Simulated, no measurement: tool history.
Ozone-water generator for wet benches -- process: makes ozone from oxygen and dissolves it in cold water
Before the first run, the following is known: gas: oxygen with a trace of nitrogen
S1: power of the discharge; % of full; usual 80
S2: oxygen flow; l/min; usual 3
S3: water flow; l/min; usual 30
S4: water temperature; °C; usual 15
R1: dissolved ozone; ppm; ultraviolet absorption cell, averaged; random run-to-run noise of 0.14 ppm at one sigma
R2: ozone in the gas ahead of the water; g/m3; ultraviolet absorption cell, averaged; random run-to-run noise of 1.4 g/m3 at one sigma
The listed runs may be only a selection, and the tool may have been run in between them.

run,hour,S1,S2,S3,S4,R1,R2
1,0,80,3,30,15,15.4,263.4
2,181.3,80,3,30,15,15.7,260.1
3,304.2,54,3,30,15,11.4,190.9
4,450.2,54,3,30,15,11.3,189.9
5,529.9,80,3,30,14,15.7,261.1
6,617.1,80,3,30,14,15.8,263.9
7,757.9,80,3,30,14,15.8,260.4
8,923.4,80,3,30,14,15.7,260.1
9,1003.2,80,3,30,8,16.5,261.6
10,1120.1,80,3,30,8,16.2,262.8
11,1299.8,80,3,30,8,16.5,260.4
12,1476.7,80,3,30,8,16.4,260.9
13,1612.5,80,2.41,30,15,14.2,276.4
14,1700.6,80,2.41,30,15,13.8,277.1
15,1796.3,80,3,30,15,15.4,260.4
16,1873.3,55,3.53,20,14,18.4,184.2
17,1979.1,55,3.53,20,14,18.3,184.4
18,2074,80,2.95,34,15,13.6,261
19,2209,80,3.22,18,8,28.1,255.7
# hour 2307.5: water thermometer calibrated
20,2338.6,42,5.3,26,18,12.8,128.8
21,2495.5,85,3,25,15,19.5,273
22,2634.5,90,1.54,25,15,14.9,346.5
23,2715.2,49,2.53,38,8,7.8,183.4
24,2849.6,80,2.44,21,10,21.2,277.1
25,3030.4,80,2.44,21,10,21.1,274.3
26,3203.5,80,2.44,21,10,20.9,273.5
27,3353.6,90,3,25,15,20.9,285.7

Run 28 comes next. What will it give?
28,3540.1,68,4.09,27,12,?,?

R1: 17.8 ppm
R2: 207.1 g/m3
Were there no unlogged condition in the tool, this run, its random variation unchanged, would have produced R1 17.9 ppm, R2 211.3 g/m3.
